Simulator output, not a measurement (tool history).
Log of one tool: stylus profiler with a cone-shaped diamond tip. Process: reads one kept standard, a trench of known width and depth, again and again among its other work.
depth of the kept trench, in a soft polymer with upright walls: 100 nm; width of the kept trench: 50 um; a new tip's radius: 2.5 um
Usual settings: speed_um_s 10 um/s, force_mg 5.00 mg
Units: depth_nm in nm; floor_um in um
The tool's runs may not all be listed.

run	hour	speed_um_s	force_mg	depth_nm	floor_um
1	0.0	10	5.00	101.56	48.54
2	45.8	10	5.00	101.61	48.49
3	96.0	10	5.00	101.55	48.45
4	135.9	10	5.00	101.58	48.47
5	173.9	10	5.00	101.53	48.51
6	198.9	10	5.00	101.55	48.57
7	235.5	10	5.00	101.52	48.51
8	274.4	10	5.00	101.58	48.48
9	310.9	10	5.00	101.53	48.48
10	344.7	10	5.00	101.47	48.46
11	386.1	10	5.00	101.49	48.53
12	431.6	10	5.00	101.45	48.39
13	473.9	10	5.00	101.50	48.46
14	513.4	18	5.00	101.48	48.38
15	567.4	18	5.00	101.53	48.40
16	614.8	18	5.00	101.50	48.34
17	646.7	10	5.00	101.52	48.44
18	683.0	6	5.00	101.49	48.45
19	733.8	6	5.00	101.47	48.48
20	763.1	3	5.00	101.47	48.43
21	794.0	10	5.00	101.45	48.40
22	818.6	10	5.00	101.46	48.43
23	854.6	10	3.74	101.16	48.38
24	887.3	10	14.10	103.05	48.37
25	927.6	10	14.10	103.04	48.43
26	955.6	10	3.82	101.17	48.37
27	991.0	23	6.63	101.75	48.34
28	1039.8	23	6.63	101.76	48.35
29	1081.1	23	6.63	101.79	48.31
30	1111.7	10	14.24	103.03	48.41
31	1141.3	10	14.24	103.00	48.35
32	1190.4	10	1.69	100.55	48.36
33	1242.2	3	4.28	101.24	48.35
34	1281.4	3	4.28	101.18	48.34
35	1325.0	7	2.92	100.90	48.33
36	1358.9	7	2.92	100.86	48.34
37	1407.5	11	3.85	101.15	48.36
38	1440.5	34	6.45	101.61	48.26
39	1483.4	34	6.45	101.70	48.26
40	1533.1	2	7.52	101.85	48.34
41	1563.6	26	2.71	100.79	48.16
42	1591.3	26	2.71	100.82	48.21
43	1613.5	26	3.48	100.97	48.14
44	1640.8	8	1.76	100.53	48.24
45	1669.4	23	10.65	102.34	48.33
46	1697.7	5	5.27	101.40	48.38
# hour 1745.3: height scale calibrated on a step standard
47	1749.3	21	4.86	101.52	48.23

Measured less the same run without the tool's hidden state. The same run-to-run variation is in both; the gauge's scatter may not be:
The hidden state here: radius of the tip, um; height scale over the true one, %; drift of the gauge itself on depth_nm, %; drift of the gauge itself on floor_um, %.
run	depth_nm	floor_um
1	-0.04	-0.04
2	-0.05	-0.04
3	-0.05	-0.05
4	-0.06	-0.05
5	-0.06	-0.06
6	-0.07	-0.06
7	-0.07	-0.07
8	-0.08	-0.07
9	-0.08	-0.08
10	-0.09	-0.08
11	-0.10	-0.09
12	-0.10	-0.09
13	-0.11	-0.11
14	-0.11	-0.10
15	-0.12	-0.12
16	-0.13	-0.12
17	-0.13	-0.13
18	-0.13	-0.13
19	-0.14	-0.14
20	-0.14	-0.14
21	-0.15	-0.14
22	-0.15	-0.15
23	-0.15	-0.15
24	-0.17	-0.16
25	-0.17	-0.17
26	-0.17	-0.16
27	-0.18	-0.18
28	-0.19	-0.18
29	-0.19	-0.18
30	-0.20	-0.18
31	-0.20	-0.19
32	-0.20	-0.20
33	-0.22	-0.20
34	-0.22	-0.21
35	-0.22	-0.21
36	-0.22	-0.22
37	-0.23	-0.23
38	-0.24	-0.23
39	-0.24	-0.24
40	-0.25	-0.24
41	-0.26	-0.24
42	-0.26	-0.25
43	-0.27	-0.25
44	-0.27	-0.26
45	-0.27	-0.25
46	-0.28	-0.26
47	-0.05	-0.27
